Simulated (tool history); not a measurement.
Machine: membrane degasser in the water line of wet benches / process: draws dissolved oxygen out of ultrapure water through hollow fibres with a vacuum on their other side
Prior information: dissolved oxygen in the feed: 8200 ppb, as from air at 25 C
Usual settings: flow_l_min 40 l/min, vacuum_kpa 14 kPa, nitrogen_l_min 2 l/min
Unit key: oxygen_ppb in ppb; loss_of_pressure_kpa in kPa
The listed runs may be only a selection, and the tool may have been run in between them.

Run 1, hour 0: usual settings. Result: oxygen_ppb 498.6 ppb, loss_of_pressure_kpa 52.29 kPa.
Run 2, hour 38.2: usual settings. Result: oxygen_ppb 509.9 ppb, loss_of_pressure_kpa 52.43 kPa.
Run 3, hour 77.9: usual settings but vacuum_kpa 11.2 kPa. Result: oxygen_ppb 384.2 ppb, loss_of_pressure_kpa 52.94 kPa.
Run 4, hour 115.7: usual settings but vacuum_kpa 11.2 kPa. Result: oxygen_ppb 388.8 ppb, loss_of_pressure_kpa 52.66 kPa.
Run 5, hour 141.1: usual settings but vacuum_kpa 11.2 kPa. Result: oxygen_ppb 390.6 ppb, loss_of_pressure_kpa 52.69 kPa.
Run 6, hour 186.9: usual settings but vacuum_kpa 11.2 kPa. Result: oxygen_ppb 388.7 ppb, loss_of_pressure_kpa 52.23 kPa.
Run 7, hour 222.7: usual settings but flow_l_min 32 l/min. Result: oxygen_ppb 412.9 ppb, loss_of_pressure_kpa 42.27 kPa.
Run 8, hour 267.1: usual settings but flow_l_min 32 l/min. Result: oxygen_ppb 406 ppb, loss_of_pressure_kpa 42.16 kPa.
Run 9, hour 321.2: usual settings but flow_l_min 32 l/min. Result: oxygen_ppb 409.7 ppb, loss_of_pressure_kpa 42.14 kPa.
Run 10, hour 357.2: usual settings but nitrogen_l_min 0.98 l/min. Result: oxygen_ppb 867.5 ppb, loss_of_pressure_kpa 52.58 kPa.
Run 11, hour 407.9: usual settings. Result: oxygen_ppb 505.1 ppb, loss_of_pressure_kpa 52.7 kPa.
Run 12, hour 439.2: usual settings. Result: oxygen_ppb 501.7 ppb, loss_of_pressure_kpa 52.69 kPa.
Run 13, hour 485: usual settings. Result: oxygen_ppb 509.2 ppb, loss_of_pressure_kpa 52.99 kPa.
Run 14, hour 527.1: usual settings. Result: oxygen_ppb 510.7 ppb, loss_of_pressure_kpa 52.89 kPa.
Run 15, hour 577.6: usual settings. Result: oxygen_ppb 505.7 ppb, loss_of_pressure_kpa 52.7 kPa.
Run 16, hour 607.3: usual settings. Result: oxygen_ppb 504.4 ppb, loss_of_pressure_kpa 52.83 kPa.
Run 17, hour 634.1: usual settings but nitrogen_l_min 1.51 l/min. Result: oxygen_ppb 623.8 ppb, loss_of_pressure_kpa 53.11 kPa.
Run 18, hour 685.7: usual settings but vacuum_kpa 26 kPa, nitrogen_l_min 1.29 l/min. Result: oxygen_ppb 1322.7 ppb, loss_of_pressure_kpa 53.1 kPa.
Run 19, hour 731: usual settings but vacuum_kpa 26 kPa, nitrogen_l_min 1.29 l/min. Result: oxygen_ppb 1336.3 ppb, loss_of_pressure_kpa 52.84 kPa.
Run 20, hour 769.5: usual settings but vacuum_kpa 26 kPa, nitrogen_l_min 3.04 l/min. Result: oxygen_ppb 686.8 ppb, loss_of_pressure_kpa 52.9 kPa.
At hour 773.2: vacuum gauge calibrated.
Run 21, hour 805.3: usual settings but flow_l_min 34 l/min, vacuum_kpa 10.5 kPa, nitrogen_l_min 1.25 l/min. Result: oxygen_ppb 477.4 ppb, loss_of_pressure_kpa 44.84 kPa.
Run 22, hour 860.2: usual settings but flow_l_min 25 l/min, vacuum_kpa 22.1 kPa, nitrogen_l_min 1.08 l/min. Result: oxygen_ppb 921.2 ppb, loss_of_pressure_kpa 33 kPa.
Run 23, hour 882.8: usual settings but flow_l_min 36 l/min. Result: oxygen_ppb 473.4 ppb, loss_of_pressure_kpa 48.08 kPa.
Run 24, hour 938.6: usual settings but flow_l_min 27 l/min, vacuum_kpa 25.5 kPa, nitrogen_l_min 3.15 l/min. Result: oxygen_ppb 467.1 ppb, loss_of_pressure_kpa 35.62 kPa.
Run 25, hour 966.6: usual settings but flow_l_min 29 l/min, vacuum_kpa 11.9 kPa, nitrogen_l_min 0.88 l/min. Result: oxygen_ppb 630.7 ppb, loss_of_pressure_kpa 38.62 kPa.
Run 26, hour 995: usual settings but flow_l_min 53 l/min, vacuum_kpa 11.9 kPa, nitrogen_l_min 0.91 l/min. Result: oxygen_ppb 984.6 ppb, loss_of_pressure_kpa 70.41 kPa.
Run 27, hour 1050.9: usual settings but flow_l_min 53 l/min, vacuum_kpa 11.9 kPa, nitrogen_l_min 0.91 l/min. Result: oxygen_ppb 995.2 ppb, loss_of_pressure_kpa 70.15 kPa.
At hour 1062.7: vacuum gauge calibrated, once more.
Run 28, hour 1089.3: usual settings but flow_l_min 64 l/min, vacuum_kpa 34.1 kPa, nitrogen_l_min 0.91 l/min. Result: oxygen_ppb 2820.2 ppb, loss_of_pressure_kpa 84.65 kPa.
Run 29, hour 1120.2: usual settings but flow_l_min 64 l/min, vacuum_kpa 21.9 kPa, nitrogen_l_min 4.06 l/min. Result: oxygen_ppb 709.8 ppb, loss_of_pressure_kpa 84.82 kPa.
Run 30, hour 1159.1: usual settings but flow_l_min 29 l/min, vacuum_kpa 17.5 kPa, nitrogen_l_min 2.15 l/min. Result: oxygen_ppb 441.7 ppb, loss_of_pressure_kpa 38.76 kPa.
Run 31, hour 1211: usual settings but flow_l_min 54 l/min, vacuum_kpa 28.5 kPa, nitrogen_l_min 3.24 l/min. Result: oxygen_ppb 912.8 ppb, loss_of_pressure_kpa 71.36 kPa.

What if the next run were any one of these 5? Each begins from the tool's condition after run 31:
Run A, hour 1244.1: usual settings but flow_l_min 35 l/min, vacuum_kpa 21.7 kPa, nitrogen_l_min 2.73 l/min. Result: oxygen_ppb ?, loss_of_pressure_kpa ?.
Run B, hour 1244.1: usual settings but flow_l_min 29 l/min, vacuum_kpa 11.1 kPa, nitrogen_l_min 2.48 l/min. Result: oxygen_ppb ?, loss_of_pressure_kpa ?.
Run C, hour 1244.1: usual settings but vacuum_kpa 10.3 kPa, nitrogen_l_min 0.95 l/min. Result: oxygen_ppb ?, loss_of_pressure_kpa ?.
Run D, hour 1244.1: usual settings but flow_l_min 50 l/min, vacuum_kpa 9 kPa, nitrogen_l_min 3.24 l/min. Result: oxygen_ppb ?, loss_of_pressure_kpa ?.
Run E, hour 1244.1: usual settings but flow_l_min 31 l/min, vacuum_kpa 16.9 kPa, nitrogen_l_min 1.78 l/min. Result: oxygen_ppb ?, loss_of_pressure_kpa ?.

run  oxygen_ppb  loss_of_pressure_kpa
  A       543.5                 46.45
  B       223.2                 38.32
  C       585.7                 53.06
  D       250.9                 66.45
  E         526                 41.33
The same runs, with their run-to-run variation unchanged, on a tool lacking any hidden condition would have given:
run  oxygen_ppb  loss_of_pressure_kpa
  A       534.2                 45.63
  B         218                 37.64
  C       580.7                 52.13
  D       244.2                 65.28
  E       517.5                 40.61
